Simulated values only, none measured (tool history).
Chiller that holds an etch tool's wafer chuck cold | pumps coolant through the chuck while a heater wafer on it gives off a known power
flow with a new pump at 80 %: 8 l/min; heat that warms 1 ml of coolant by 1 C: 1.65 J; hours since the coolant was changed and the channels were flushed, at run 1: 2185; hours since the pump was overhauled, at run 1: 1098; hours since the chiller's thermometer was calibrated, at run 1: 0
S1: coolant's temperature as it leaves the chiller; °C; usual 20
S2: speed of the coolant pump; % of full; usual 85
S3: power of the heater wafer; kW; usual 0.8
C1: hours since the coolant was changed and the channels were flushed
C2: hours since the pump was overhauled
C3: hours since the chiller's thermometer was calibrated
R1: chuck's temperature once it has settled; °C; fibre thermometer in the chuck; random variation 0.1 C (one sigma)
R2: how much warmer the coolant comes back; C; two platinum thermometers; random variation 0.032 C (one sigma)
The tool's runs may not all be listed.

Run 1, day 0: usual settings; C1 2185; C2 1098; C3 0. Result: R1 27.9 °C, R2 3.52 C.
Run 2, day 8.492: usual settings but S1 23 °C; C1 2389; C2 1302; C3 204. Result: R1 30.9 °C, R2 3.5 C.
Run 3, day 13.592: usual settings but S3 0.651 kW; C1 2512; C2 1424; C3 326. Result: R1 26.5 °C, R2 2.86 C.
Run 4, day 22.458: usual settings but S3 0.651 kW; C1 2724; C2 1637; C3 539. Result: R1 26.5 °C, R2 2.89 C.
Run 5, day 27.512: usual settings but S3 0.867 kW; C1 2846; C2 1758; C3 660. Result: R1 28.9 °C, R2 3.81 C.
Run 6, day 34.121: usual settings but S3 0.867 kW; C1 3004; C2 1917; C3 819. Result: R1 28.8 °C, R2 3.88 C.
Run 7, day 39.912: usual settings but S3 0.867 kW; C1 3143; C2 2056; C3 958. Result: R1 28.9 °C, R2 3.87 C.
Run 8, day 47.7: usual settings but S3 0.867 kW; C1 3330; C2 2243; C3 1145. Result: R1 28.9 °C, R2 3.86 C.
Run 9, day 56.388: usual settings but S1 15 °C; C1 3539; C2 2451; C3 1353. Result: R1 23.1 °C, R2 3.62 C.
Run 10, day 63.517: usual settings but S1 15 °C; C1 3710; C2 2622; C3 1524. Result: R1 23.3 °C, R2 3.65 C.
At day 70.483: coolant changed, channels flushed.
Run 11, day 70.762: usual settings but S1 15 °C; C1 7; C2 2790; C3 1692. Result: R1 22.4 °C, R2 3.64 C.
Run 12, day 76.025: usual settings but S1 23 °C, S2 72 % of full, S3 0.461 kW; C1 133; C2 2916; C3 1819. Result: R1 27.3 °C, R2 2.49 C.
Run 13, day 82.204: usual settings but S1 23 °C, S2 83 % of full, S3 0.857 kW; C1 281; C2 3065; C3 1967. Result: R1 31 °C, R2 4.06 C.
Run 14, day 86.417: usual settings but S1 22 °C, S2 83 % of full, S3 0.857 kW; C1 382; C2 3166; C3 2068. Result: R1 29.9 °C, R2 3.96 C.
Run 15, day 94.067: usual settings but S1 10 °C, S2 79 % of full, S3 1.045 kW; C1 566; C2 3350; C3 2252. Result: R1 20.2 °C, R2 5.19 C.
Run 16, day 102.208: usual settings but S2 67 % of full, S3 0.688 kW; C1 761; C2 3545; C3 2447. Result: R1 27.3 °C, R2 4 C.
Run 17, day 109.379: usual settings but S2 100 % of full; C1 933; C2 3717; C3 2619. Result: R1 26.6 °C, R2 3.26 C.
Run 18, day 113.967: usual settings but S1 11 °C, S2 76 % of full, S3 0.71 kW; C1 1044; C2 3827; C3 2729. Result: R1 17.8 °C, R2 3.71 C.
Run 19, day 120.017: usual settings but S1 11 °C, S2 76 % of full, S3 0.71 kW; C1 1189; C2 3972; C3 2874. Result: R1 17.9 °C, R2 3.7 C.
Run 20, day 124.696: usual settings but S1 13 °C, S2 74 % of full, S3 0.636 kW; C1 1301; C2 4085; C3 2987. Result: R1 19.3 °C, R2 3.36 C.
At day 125.912: chiller's thermometer calibrated.
Run 21, day 132.9: usual settings but S1 27 °C, S2 73 % of full, S3 0.422 kW; C1 1497; C2 4280; C3 168. Result: R1 31.7 °C, R2 2.33 C.
Run 22, day 138.129: usual settings but S1 27 °C, S2 73 % of full, S3 0.422 kW; C1 1622; C2 4406; C3 293. Result: R1 31.5 °C, R2 2.3 C.

The same runs without the tool's hidden state, with the same run-to-run variation:
The hidden state here: heat passed by the chuck's channels, % of clean ones'; flow at a given pump speed, % of a new pump's; coolant's true temperature over the reading, C; drift of the gauge itself on chuck_c, C; drift of the gauge itself on warmer_back_c, C.
run    R1    R2
  1  27.5  3.45
  2  30.4  3.42
  3  26.1  2.78
  4  26.1   2.8
  5  28.2  3.68
  6  28.2  3.74
  7  28.2  3.71
  8  28.2  3.69
  9  22.4  3.45
 10  22.6  3.46
 11  22.6  3.44
 12  27.6  2.34
 13  31.2  3.81
 14    30  3.69
 15  20.2  4.83
 16  27.5   3.7
 17  26.8  3.01
 18  17.9  3.42
 19    18   3.4
 20  19.5  3.07
 21  31.2  2.12
 22  31.1  2.09
